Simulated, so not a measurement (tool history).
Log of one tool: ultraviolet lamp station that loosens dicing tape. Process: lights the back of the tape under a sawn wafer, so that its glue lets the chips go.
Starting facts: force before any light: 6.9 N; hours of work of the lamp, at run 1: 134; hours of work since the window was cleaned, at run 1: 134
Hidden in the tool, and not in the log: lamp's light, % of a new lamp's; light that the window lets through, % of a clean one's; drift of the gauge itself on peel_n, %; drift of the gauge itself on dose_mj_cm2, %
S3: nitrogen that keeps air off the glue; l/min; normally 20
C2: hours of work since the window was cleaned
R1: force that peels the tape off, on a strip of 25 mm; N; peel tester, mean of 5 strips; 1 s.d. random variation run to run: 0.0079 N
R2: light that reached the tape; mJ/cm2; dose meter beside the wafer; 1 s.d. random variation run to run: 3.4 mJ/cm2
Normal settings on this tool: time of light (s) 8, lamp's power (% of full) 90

run 1 hour=0.0 | time_of_light_(s)=8 lamp's_power_(%_of_full)=90 S3=20 | hours_of_work_of_the_lamp=134 C2=134 | R1=0.371 R2=509
run 2 hour=30.3 | time_of_light_(s)=8 lamp's_power_(%_of_full)=65 S3=20 | hours_of_work_of_the_lamp=147 C2=147 | R1=0.716 R2=370
run 3 hour=72.8 | time_of_light_(s)=8 lamp's_power_(%_of_full)=65 S3=20 | hours_of_work_of_the_lamp=164 C2=164 | R1=0.741 R2=361
run 4 hour=119.7 | time_of_light_(s)=8 lamp's_power_(%_of_full)=65 S3=20 | hours_of_work_of_the_lamp=183 C2=183 | R1=0.736 R2=356
run 5 hour=178.2 | time_of_light_(s)=4 lamp's_power_(%_of_full)=90 S3=20 | hours_of_work_of_the_lamp=206 C2=206 | R1=1.491 R2=240
run 6 hour=222.4 | time_of_light_(s)=4 lamp's_power_(%_of_full)=90 S3=20 | hours_of_work_of_the_lamp=224 C2=224 | R1=1.415 R2=245
run 7 hour=254.9 | time_of_light_(s)=14 lamp's_power_(%_of_full)=90 S3=20 | hours_of_work_of_the_lamp=237 C2=237 | R1=0.155 R2=845
run 8 hour=325.3 | time_of_light_(s)=14 lamp's_power_(%_of_full)=90 S3=20 | hours_of_work_of_the_lamp=266 C2=266 | R1=0.174 R2=832
run 9 hour=376.6 | time_of_light_(s)=8 lamp's_power_(%_of_full)=74 S3=20 | hours_of_work_of_the_lamp=286 C2=286 | R1=0.640 R2=381
run 10 hour=408.5 | time_of_light_(s)=8 lamp's_power_(%_of_full)=74 S3=20 | hours_of_work_of_the_lamp=299 C2=299 | R1=0.671 R2=383
run 11 hour=441.4 | time_of_light_(s)=8 lamp's_power_(%_of_full)=93 S3=20 | hours_of_work_of_the_lamp=313 C2=313 | R1=0.407 R2=478
run 12 hour=487.0 | time_of_light_(s)=8 lamp's_power_(%_of_full)=93 S3=20 | hours_of_work_of_the_lamp=331 C2=331 | R1=0.412 R2=475
run 13 hour=530.9 | time_of_light_(s)=8 lamp's_power_(%_of_full)=93 S3=20 | hours_of_work_of_the_lamp=349 C2=349 | R1=0.443 R2=471
run 14 hour=587.2 | time_of_light_(s)=8 lamp's_power_(%_of_full)=93 S3=20 | hours_of_work_of_the_lamp=371 C2=371 | R1=0.431 R2=465
run 15 hour=660.5 | time_of_light_(s)=7 lamp's_power_(%_of_full)=90 S3=20 | hours_of_work_of_the_lamp=401 C2=401 | R1=0.618 R2=385
run 16 hour=719.9 | time_of_light_(s)=8 lamp's_power_(%_of_full)=90 S3=6 | hours_of_work_of_the_lamp=425 C2=425 | R1=0.952 R2=435
run 17 hour=787.4 | time_of_light_(s)=8 lamp's_power_(%_of_full)=90 S3=6 | hours_of_work_of_the_lamp=452 C2=452 | R1=1.005 R2=422
run 18 hour=819.5 | time_of_light_(s)=8 lamp's_power_(%_of_full)=90 S3=6 | hours_of_work_of_the_lamp=465 C2=465 | R1=0.988 R2=419
run 19 hour=868.9 | time_of_light_(s)=8 lamp's_power_(%_of_full)=90 S3=6 | hours_of_work_of_the_lamp=485 C2=485 | R1=1.026 R2=419
run 20 hour=935.0 | time_of_light_(s)=8 lamp's_power_(%_of_full)=90 S3=17 | hours_of_work_of_the_lamp=512 C2=512 | R1=0.597 R2=416
run 21 hour=970.2 | time_of_light_(s)=8 lamp's_power_(%_of_full)=90 S3=17 | hours_of_work_of_the_lamp=526 C2=526 | R1=0.629 R2=404
run 22 hour=1025.5 | time_of_light_(s)=8 lamp's_power_(%_of_full)=77 S3=29 | hours_of_work_of_the_lamp=548 C2=548 | R1=0.689 R2=348
run 23 hour=1063.6 | time_of_light_(s)=8 lamp's_power_(%_of_full)=60 S3=8 | hours_of_work_of_the_lamp=564 C2=564 | R1=1.713 R2=264
run 24 hour=1138.1 | time_of_light_(s)=5 lamp's_power_(%_of_full)=75 S3=11 | hours_of_work_of_the_lamp=594 C2=594 | R1=2.191 R2=205
-- hour=1190.9 window cleaned of glue's vapour
run 25 hour=1203.3 | time_of_light_(s)=8 lamp's_power_(%_of_full)=64 S3=21 | hours_of_work_of_the_lamp=620 C2=5 | R1=1.318 R2=253
-- hour=1208.3 lamp changed
run 26 hour=1236.2 | time_of_light_(s)=8 lamp's_power_(%_of_full)=64 S3=31 | hours_of_work_of_the_lamp=11 C2=18 | R1=0.780 R2=317
run 27 hour=1303.9 | time_of_light_(s)=8 lamp's_power_(%_of_full)=64 S3=15 | hours_of_work_of_the_lamp=39 C2=45 | R1=1.059 R2=322
run 28 hour=1371.9 | time_of_light_(s)=8 lamp's_power_(%_of_full)=64 S3=15 | hours_of_work_of_the_lamp=66 C2=73 | R1=1.067 R2=315
run 29 hour=1432.8 | time_of_light_(s)=9 lamp's_power_(%_of_full)=64 S3=15 | hours_of_work_of_the_lamp=91 C2=97 | R1=0.916 R2=348
run 30 hour=1504.6 | time_of_light_(s)=9 lamp's_power_(%_of_full)=90 S3=6 | hours_of_work_of_the_lamp=120 C2=126 | R1=0.748 R2=484
run 31 hour=1576.4 | time_of_light_(s)=4 lamp's_power_(%_of_full)=81 S3=6 | hours_of_work_of_the_lamp=149 C2=155 | R1=2.838 R2=191
-- hour=1604.0 window cleaned of glue's vapour, once more
run 32 hour=1607.2 | time_of_light_(s)=4 lamp's_power_(%_of_full)=81 S3=6 | hours_of_work_of_the_lamp=161 C2=1 | R1=2.287 R2=234
run 33 hour=1647.1 | time_of_light_(s)=8 lamp's_power_(%_of_full)=90 S3=27 | hours_of_work_of_the_lamp=177 C2=17 | R1=0.308 R2=514
run 34 hour=1709.1 | time_of_light_(s)=8 lamp's_power_(%_of_full)=96 S3=20 | hours_of_work_of_the_lamp=202 C2=42 | R1=0.318 R2=544
run 35 hour=1769.2 | time_of_light_(s)=13 lamp's_power_(%_of_full)=90 S3=20 | hours_of_work_of_the_lamp=226 C2=67 | R1=0.173 R2=811
run 36 hour=1826.0 | time_of_light_(s)=13 lamp's_power_(%_of_full)=76 S3=20 | hours_of_work_of_the_lamp=249 C2=90 | R1=0.212 R2=687
run 37 hour=1866.3 | time_of_light_(s)=8 lamp's_power_(%_of_full)=77 S3=8 | hours_of_work_of_the_lamp=265 C2=106 | R1=0.846 R2=422
run 38 hour=1899.2 | time_of_light_(s)=12 lamp's_power_(%_of_full)=94 S3=18 | hours_of_work_of_the_lamp=279 C2=119 | R1=0.175 R2=760
run 39 hour=1938.1 | time_of_light_(s)=12 lamp's_power_(%_of_full)=94 S3=18 | hours_of_work_of_the_lamp=294 C2=135 | R1=0.194 R2=752
run 40 hour=1978.4 | time_of_light_(s)=8 lamp's_power_(%_of_full)=90 S3=7 | hours_of_work_of_the_lamp=311 C2=151 | R1=0.745 R2=466
run 41 hour=2053.0 | time_of_light_(s)=8 lamp's_power_(%_of_full)=90 S3=7 | hours_of_work_of_the_lamp=341 C2=181 | R1=0.765 R2=467
run 42 hour=2110.9 | time_of_light_(s)=8 lamp's_power_(%_of_full)=90 S3=7 | hours_of_work_of_the_lamp=364 C2=205 | R1=0.770 R2=466

Predict each of these 4 candidate next runs independently; none follows another, all start after run 42:
run A hour=2158.6 | time_of_light_(s)=8 lamp's_power_(%_of_full)=90 S3=6 | hours_of_work_of_the_lamp=383 C2=224 | R1=? R2=?
run B hour=2158.6 | time_of_light_(s)=11 lamp's_power_(%_of_full)=65 S3=36 | hours_of_work_of_the_lamp=383 C2=224 | R1=? R2=?
run C hour=2158.6 | time_of_light_(s)=8 lamp's_power_(%_of_full)=72 S3=15 | hours_of_work_of_the_lamp=383 C2=224 | R1=? R2=?
run D hour=2158.6 | time_of_light_(s)=7 lamp's_power_(%_of_full)=74 S3=21 | hours_of_work_of_the_lamp=383 C2=224 | R1=? R2=?

run=A R1=0.894 R2=463
run=B R1=0.363 R2=455
run=C R1=0.805 R2=365
run=D R1=0.850 R2=333
Without the tool's unlogged condition, the same runs would have read:
run=A R1=0.631 R2=553
run=B R1=0.256 R2=544
run=C R1=0.560 R2=437
run=D R1=0.596 R2=399
